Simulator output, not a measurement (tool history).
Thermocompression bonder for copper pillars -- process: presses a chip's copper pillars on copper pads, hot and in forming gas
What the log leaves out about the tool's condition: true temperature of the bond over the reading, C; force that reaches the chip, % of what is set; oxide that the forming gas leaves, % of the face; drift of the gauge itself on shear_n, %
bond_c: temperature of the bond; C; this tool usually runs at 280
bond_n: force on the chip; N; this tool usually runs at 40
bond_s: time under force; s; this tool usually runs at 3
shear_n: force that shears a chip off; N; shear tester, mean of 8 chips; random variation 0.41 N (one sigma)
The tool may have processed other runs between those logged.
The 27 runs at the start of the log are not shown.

run,hour,bond_c,bond_n,bond_s,hours of work since the heater was calibrated,hours of work since the force cell was calibrated,hours of work since the gas filter was changed,shear_n
28,599.7,298,41,6,769,319,439,96.5
29,628.8,292,30,2,785,336,456,68.1
30,656.9,282,26,2,801,351,471,56.3
31,675.7,285,46,3,811,362,482,85.2
32,699.9,285,46,3,825,375,495,84.8
# hour 705.4: forming gas filter changed
33,728.9,285,46,3,841,391,13,91.9
34,747.5,285,46,3,851,402,24,92
35,762.1,280,28,7,859,410,32,87
36,787.2,280,28,2,873,424,46,63.2
37,815.7,270,51,3,889,440,62,86.4
38,834.6,280,28,3,900,450,72,70.3
39,852.5,282,33,3,910,461,82,79.2

Consider 3 possible next runs. They are alternatives, not a sequence: every one starts from the tool as it was left by run 39. What does each give?
A,870.7,282,33,4,920,471,93,?
B,870.7,255,25,3,920,471,93,?
C,870.7,282,44,2,920,471,93,?

run,shear_n
A,83.3
B,48.9
C,81.3
The same runs, with their run-to-run variation unchanged, on a tool lacking any hidden condition would have given:
run,shear_n
A,80
B,44.6
C,77.8
